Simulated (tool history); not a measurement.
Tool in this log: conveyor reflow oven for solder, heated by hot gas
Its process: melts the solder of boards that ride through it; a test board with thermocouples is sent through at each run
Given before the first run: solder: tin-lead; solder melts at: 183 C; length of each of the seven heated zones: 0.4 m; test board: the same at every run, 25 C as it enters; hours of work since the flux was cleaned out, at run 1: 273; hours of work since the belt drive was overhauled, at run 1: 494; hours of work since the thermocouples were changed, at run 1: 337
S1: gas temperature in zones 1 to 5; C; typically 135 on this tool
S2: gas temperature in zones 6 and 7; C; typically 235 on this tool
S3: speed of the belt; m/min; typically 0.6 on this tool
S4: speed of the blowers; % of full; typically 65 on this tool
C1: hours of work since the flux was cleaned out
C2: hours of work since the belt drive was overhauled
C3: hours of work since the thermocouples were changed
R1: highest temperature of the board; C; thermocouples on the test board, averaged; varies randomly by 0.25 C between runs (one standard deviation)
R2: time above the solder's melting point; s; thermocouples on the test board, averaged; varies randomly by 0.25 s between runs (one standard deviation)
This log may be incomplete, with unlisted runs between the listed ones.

Run 1, hour 0: usual settings; C1 273; C2 494; C3 337. Result: R1 215.2 C, R2 57.2 s.
Run 2, hour 12.9: usual settings; C1 280; C2 502; C3 345. Result: R1 215.2 C, R2 57.1 s.
Run 3, hour 25.2: usual settings; C1 288; C2 510; C3 352. Result: R1 214.6 C, R2 56.8 s.
Run 4, hour 39.9: usual settings; C1 297; C2 519; C3 361. Result: R1 215.3 C, R2 56.8 s.
Run 5, hour 63.7: usual settings; C1 311; C2 533; C3 375. Result: R1 214.9 C, R2 56.9 s.
Run 6, hour 74.4: usual settings; C1 318; C2 540; C3 382. Result: R1 214.3 C, R2 56.5 s.
Run 7, hour 84.7: usual settings; C1 324; C2 546; C3 388. Result: R1 214.8 C, R2 56.7 s.
Run 8, hour 98.6: usual settings; C1 333; C2 554; C3 397. Result: R1 214.4 C, R2 56.6 s.
Run 9, hour 114.6: usual settings; C1 342; C2 564; C3 406. Result: R1 214.4 C, R2 56.4 s.
Run 10, hour 125.9: usual settings; C1 349; C2 571; C3 413. Result: R1 214.4 C, R2 56.4 s.
Run 11, hour 146.4: usual settings; C1 362; C2 584; C3 426. Result: R1 214.4 C, R2 56.4 s.
Run 12, hour 161: usual settings; C1 371; C2 592; C3 435. Result: R1 214.4 C, R2 56.2 s.
Run 13, hour 172.9: usual settings but S3 0.65 m/min; C1 378; C2 600; C3 442. Result: R1 210.7 C, R2 48.3 s.
Run 14, hour 194.9: usual settings but S3 0.65 m/min; C1 391; C2 613; C3 455. Result: R1 211.1 C, R2 48.3 s.
Run 15, hour 214.9: usual settings but S3 0.65 m/min; C1 403; C2 625; C3 468. Result: R1 210.7 C, R2 47.4 s.
Run 16, hour 228.2: usual settings but S3 0.65 m/min; C1 411; C2 633; C3 476. Result: R1 210.8 C, R2 48 s.
Run 17, hour 240.9: usual settings but S3 0.65 m/min; C1 419; C2 641; C3 483. Result: R1 210.9 C, R2 47.8 s.
Run 18, hour 252.6: usual settings but S1 128 C, S2 234 C; C1 426; C2 648; C3 490. Result: R1 211.4 C, R2 50.6 s.
Run 19, hour 264.6: usual settings but S2 247 C, S4 72 % of full; C1 434; C2 656; C3 498. Result: R1 226.4 C, R2 66 s.
Run 20, hour 275.5: usual settings but S2 247 C, S4 72 % of full; C1 440; C2 662; C3 504. Result: R1 226.3 C, R2 66 s.
Run 21, hour 296.9: usual settings but S2 247 C, S4 72 % of full; C1 453; C2 675; C3 517. Result: R1 225.4 C, R2 66.2 s.
At hour 312.5: flux residue cleaned out of gas plates and filters.
Run 22, hour 324.3: usual settings but S1 139 C, S4 72 % of full; C1 7; C2 689; C3 531. Result: R1 219.6 C, R2 63.6 s.
Run 23, hour 341.6: usual settings but S3 0.614 m/min, S4 75 % of full; C1 18; C2 699; C3 542. Result: R1 219 C, R2 60.1 s.
Run 24, hour 353.7: usual settings but S2 239 C; C1 25; C2 707; C3 549. Result: R1 220.4 C, R2 61.9 s.
Run 25, hour 374.2: usual settings but S1 120 C, S3 0.612 m/min, S4 61 % of full; C1 38; C2 719; C3 561. Result: R1 212.2 C, R2 48.1 s.
Run 26, hour 389.8: usual settings but S1 143 C, S2 230 C, S3 0.537 m/min, S4 61 % of full; C1 47; C2 729; C3 571. Result: R1 215.7 C, R2 69.3 s.
Run 27, hour 407.9: usual settings but S1 128 C, S2 233 C, S3 0.575 m/min, S4 60 % of full; C1 58; C2 740; C3 582. Result: R1 213.3 C, R2 55.8 s.
Run 28, hour 421.8: usual settings but S1 139 C, S2 233 C, S3 0.523 m/min, S4 60 % of full; C1 66; C2 748; C3 590. Result: R1 218 C, R2 71.6 s.
Run 29, hour 439.2: usual settings but S2 240 C, S3 0.536 m/min, S4 66 % of full; C1 77; C2 759; C3 601. Result: R1 224.5 C, R2 73.6 s.
Run 30, hour 455.5: usual settings but S1 127 C, S2 245 C, S3 0.678 m/min, S4 67 % of full; C1 87; C2 769; C3 611. Result: R1 219.9 C, R2 51.5 s.

Some steps in R1 between neighbouring runs. How much of each would the tool show without its hidden state too (settings, what came in, random variation), and how much is left for the hidden state, with any gauge scatter that isn't in both results?
The tool's hidden condition here consists of: heat that the gas passes to the board, % of a clean oven's; belt's true speed, % of the reading; true gas temperature in zones 6 and 7 over the reading, C; drift of the gauge itself on peak_c, C; drift of the gauge itself on liquid_s, %.
Run 12 -> 13: S3 0.6 -> 0.65. R1 -3.7 C: hidden state -0.4, all else -3.3.
Run 18 -> 19: S1 128 -> 135, S2 234 -> 247, S4 65 -> 72. R1 +15 C: hidden state -0.3, all else +15.3.
Run 21 -> 22: S1 135 -> 139, S2 247 -> 235, flux residue cleaned out of gas plates and filters. R1 -5.8 C: hidden state +4.1, all else -9.9.
Run 24 -> 25: S1 135 -> 120, S2 239 -> 235, S3 0.6 -> 0.612, S4 65 -> 61. R1 -8.2 C: hidden state +0, all else -8.2.
Run 28 -> 29: S1 139 -> 135, S2 233 -> 240, S3 0.523 -> 0.536, S4 60 -> 66. R1 +6.5 C: hidden state -0.1, all else +6.6.
